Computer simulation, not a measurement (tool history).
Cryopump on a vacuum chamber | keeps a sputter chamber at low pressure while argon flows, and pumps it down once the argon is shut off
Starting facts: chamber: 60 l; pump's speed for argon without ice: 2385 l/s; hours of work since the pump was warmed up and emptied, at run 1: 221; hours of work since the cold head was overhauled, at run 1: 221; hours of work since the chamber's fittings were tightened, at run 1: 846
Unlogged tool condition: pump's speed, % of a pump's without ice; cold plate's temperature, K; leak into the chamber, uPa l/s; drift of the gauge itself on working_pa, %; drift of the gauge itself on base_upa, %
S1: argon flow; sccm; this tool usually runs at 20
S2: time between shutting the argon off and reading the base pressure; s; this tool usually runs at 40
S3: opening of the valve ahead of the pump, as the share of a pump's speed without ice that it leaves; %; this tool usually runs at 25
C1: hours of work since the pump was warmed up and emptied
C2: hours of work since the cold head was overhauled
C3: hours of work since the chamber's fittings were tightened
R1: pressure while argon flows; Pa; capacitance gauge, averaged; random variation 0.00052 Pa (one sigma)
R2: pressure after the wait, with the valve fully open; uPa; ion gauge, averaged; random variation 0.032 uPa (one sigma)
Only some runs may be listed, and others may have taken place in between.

run     day  S1   S2  S3   C1    C2    C3      R1    R2
  1   0.000  20   40  25  221   221   846  0.0590  2.88
  2   1.000  20   40  25  238   238   863  0.0579  2.79
  3   2.854  20   40  22  269   269   895  0.0670  2.85
  4   4.808  20   40  22  302   302   928  0.0672  2.94
  5   5.804  20   40  25  320   320   945  0.0582  2.94
  6   6.725  20   40  25  335   335   961  0.0590  2.99
  7   8.054  20   40  25  358   358   984  0.0594  3.08
  8   9.596  20   40  25  384   384  1010  0.0591  3.05
  9  11.329  20   40  25  414   414  1039  0.0598  3.13
 10  13.162  20   40  25  445   445  1071  0.0593  3.20
 11  14.321  20   40  25  465   465  1090  0.0603  3.17
 12  16.158  20   40  25  496   496  1122  0.0603  3.37
 13  17.404  13   40  25  517   517  1143  0.0392  3.33
     18.638  -- leaking fittings of the chamber tightened, without venting
 14  18.879  13   40  25  541   541     4  0.0395  1.74
 15  20.467  13   40  25  568   568    31  0.0394  1.74
 16  22.433  14   40  25  601   601    65  0.0426  1.85
 17  24.367  14   40  25  634   634    98  0.0426  1.92
 18  26.304  14   40  25  667   667   131  0.0425  1.89
 19  27.754  14   40  25  692   692   155  0.0429  1.95
 20  29.121  14   56  25  715   715   179  0.0438  1.59
 21  30.917  14   56  25  746   746   209  0.0432  1.61
     32.662  -- pump warmed up, emptied and cooled again
 22  32.896  39   56  23    4   776   239  0.1199  1.50
 23  33.812   9  250  23   20   792   255  0.0284  0.71
 24  35.496  12   63  52   48   820   284  0.0167  1.45
 25  36.371  12   63  52   63   835   298  0.0173  1.50
 26  38.062  12   63  52   92   864   327  0.0177  1.54
 27  39.075  14  101  26  109   881   345  0.0384  1.16
 28  40.425  20   54  40  132   904   368  0.0366  1.72
 29  41.950  31   30  25  158   930   394  0.0900  2.61
 30  43.825  31   30  25  190   962   425  0.0894  2.71
 31  45.075  29   40  25  211   983   447  0.0847  2.21
 32  46.500  29   40  25  236  1008   471  0.0846  2.29
 33  47.954  29   40  19  260  1032   496  0.1110  2.37
 34  49.658  29   40  19  289  1062   525  0.1110  2.38
 35  50.479  20   26  25  303  1076   539  0.0591  3.25

Alternative continuations, all from the tool just after run 35; predict every row:
  A  51.292  33  77  21  317  1089  553   ?   ?
  B  51.292  17  26  23  317  1089  553   ?   ?
  C  51.292  20  67  25  317  1089  553   ?   ?

run      R1    R2
  A  0.1148  1.64
  B  0.0541  3.25
  C  0.0588  1.81
Had the tool no hidden state, the same runs would have come out as:
run      R1    R2
  A  0.1115  0.91
  B  0.0523  2.51
  C  0.0568  1.08

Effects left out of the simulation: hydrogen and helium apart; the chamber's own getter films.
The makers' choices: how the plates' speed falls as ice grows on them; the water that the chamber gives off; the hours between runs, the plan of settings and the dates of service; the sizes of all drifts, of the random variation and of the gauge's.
